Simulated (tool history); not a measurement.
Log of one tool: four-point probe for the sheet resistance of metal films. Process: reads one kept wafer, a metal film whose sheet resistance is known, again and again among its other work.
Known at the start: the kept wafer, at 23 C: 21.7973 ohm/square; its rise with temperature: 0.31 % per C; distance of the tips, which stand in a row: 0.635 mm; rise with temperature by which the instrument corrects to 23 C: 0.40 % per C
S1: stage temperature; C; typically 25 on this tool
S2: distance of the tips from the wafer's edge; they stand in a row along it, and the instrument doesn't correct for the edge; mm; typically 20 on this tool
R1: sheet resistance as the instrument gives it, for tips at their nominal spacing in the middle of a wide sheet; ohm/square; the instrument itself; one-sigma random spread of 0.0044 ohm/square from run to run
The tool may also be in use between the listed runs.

run    hour  S1  S2         R1
  1     0.0  25  20  22.045969
  2    97.2  25   6  22.173840
  3   230.1  25   6  22.180100
  4   370.6  25  19  22.065764
  5   510.0  25  20  22.062198
  6   587.3  25  20  22.058435
  7   667.8  25  20  22.061978
      712.5  -- stage's thermometer calibrated
  8   765.9  25  20  22.096852
  9   878.7  25  20  22.092872
 10  1019.4  25  20  22.097791
 11  1097.8  25  20  22.106274
 12  1172.4  33   6  22.075214
 13  1277.2  29   6  22.147519
 14  1381.3  21   6  22.307462
 15  1441.1  21   6  22.317565
 16  1543.1  23  21  22.153797
 17  1615.4  18  22  22.254554
 18  1722.7  34   7  22.033645

3 ways to go on from here, each from the tool as it stands after run 18. What would each give?
  A  1839.2  19   9   ?
  B  1839.2  20  29   ?
  C  1839.2  33   7   ?

run         R1
  A  22.295803
  B  22.214825
  C  22.058895
Take away the tool's hidden state, keep each run's random variation, and the runs would have read:
run         R1
  A  21.941841
  B  21.862050
  C  21.708325
